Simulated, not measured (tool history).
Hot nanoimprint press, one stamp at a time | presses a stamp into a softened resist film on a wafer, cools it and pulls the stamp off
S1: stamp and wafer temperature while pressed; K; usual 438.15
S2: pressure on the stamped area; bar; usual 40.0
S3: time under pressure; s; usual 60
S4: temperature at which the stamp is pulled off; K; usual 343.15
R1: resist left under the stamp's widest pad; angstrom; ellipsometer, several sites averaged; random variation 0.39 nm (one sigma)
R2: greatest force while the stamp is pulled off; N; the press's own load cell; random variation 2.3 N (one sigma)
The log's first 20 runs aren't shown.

run	hour	S1	S2	S3	S4	R1	R2
21	139.3	428.15	54.5	79	337.15	3989	251
# hour 151.3: stamp cleaned and given a new release coat
22	152.6	428.15	54.5	79	337.15	3999	250
23	159.5	427.15	28.8	73	333.15	5438	262
24	168.0	438.15	46.8	47	343.15	3019	226
25	176.8	441.15	40.0	60	336.15	2607	253
26	185.3	438.15	34.1	35	343.15	3907	222
27	191.5	438.15	34.9	97	348.15	2774	202
28	199.5	438.15	34.9	97	348.15	2776	206
29	209.4	438.15	35.9	60	343.15	3208	225
30	215.4	438.15	35.9	60	343.15	3205	224

3 ways to go on from here, each from the tool as it stands after run 30. What would each give?
A	224.9	430.15	58.6	60	343.15	?	?
B	224.9	438.15	59.1	40	337.15	?	?
C	224.9	438.15	35.9	60	329.15	?	?

run	R1	R2
A	3741	221
B	2787	250
C	3198	288
Without the tool's hidden state the same runs would have given:
run	R1	R2
A	3800	221
B	2831	250
C	3248	288
